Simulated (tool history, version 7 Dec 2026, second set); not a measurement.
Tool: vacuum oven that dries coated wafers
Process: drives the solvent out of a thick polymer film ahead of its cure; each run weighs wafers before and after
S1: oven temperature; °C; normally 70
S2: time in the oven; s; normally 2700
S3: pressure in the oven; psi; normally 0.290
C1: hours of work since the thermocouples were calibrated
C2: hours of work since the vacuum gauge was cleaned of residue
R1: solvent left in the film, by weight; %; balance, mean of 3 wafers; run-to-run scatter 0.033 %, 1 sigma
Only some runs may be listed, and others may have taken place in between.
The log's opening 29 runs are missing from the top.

Run 30, hour 266.6: usual settings but S1 56 °C, S2 1800 s, S3 0.168 psi; C1 293; C2 535. Result: R1 8.34 %.
Run 31, hour 274.3: usual settings but S1 56 °C, S2 1800 s, S3 0.234 psi; C1 296; C2 538. Result: R1 8.53 %.
Run 32, hour 280.2: usual settings but S1 56 °C, S2 3780 s, S3 0.437 psi; C1 299; C2 540. Result: R1 5.64 %.
Run 33, hour 289.5: usual settings but S1 56 °C, S2 3780 s, S3 0.437 psi; C1 302; C2 544. Result: R1 5.73 %.
Run 34, hour 299.9: usual settings but S1 56 °C, S2 3780 s, S3 0.437 psi; C1 307; C2 548. Result: R1 5.72 %.
Run 35, hour 310.5: usual settings but S1 58 °C, S3 0.286 psi; C1 311; C2 552. Result: R1 6.05 %.
Run 36, hour 322.2: usual settings but S1 77 °C, S3 0.222 psi; C1 315; C2 557. Result: R1 1.57 %.
Run 37, hour 330.6: usual settings but S1 56 °C, S2 2340 s, S3 0.173 psi; C1 319; C2 561. Result: R1 6.94 %.

Each row is a separate what-if for the run after 37, all from the same tool condition, not one after another. Results?
Run A, hour 338.7: usual settings but S1 57 °C, S2 3900 s; C1 322; C2 564. Result: R1 ?.
Run B, hour 338.7: usual settings but S1 56 °C, S2 1860 s, S3 0.835 psi; C1 322; C2 564. Result: R1 ?.
Run C, hour 338.7: usual settings but S1 59 °C, S2 1620 s, S3 0.367 psi; C1 322; C2 564. Result: R1 ?.
Run D, hour 338.7: usual settings but S1 72 °C, S2 1920 s, S3 0.471 psi; C1 322; C2 564. Result: R1 ?.

run     R1
  A   4.53
  B  10.45
  C   8.58
  D   4.43
With the hidden condition removed and each run's random variation left untouched, the same runs would have given:
run     R1
  A   4.24
  B  10.16
  C   8.34
  D   4.23

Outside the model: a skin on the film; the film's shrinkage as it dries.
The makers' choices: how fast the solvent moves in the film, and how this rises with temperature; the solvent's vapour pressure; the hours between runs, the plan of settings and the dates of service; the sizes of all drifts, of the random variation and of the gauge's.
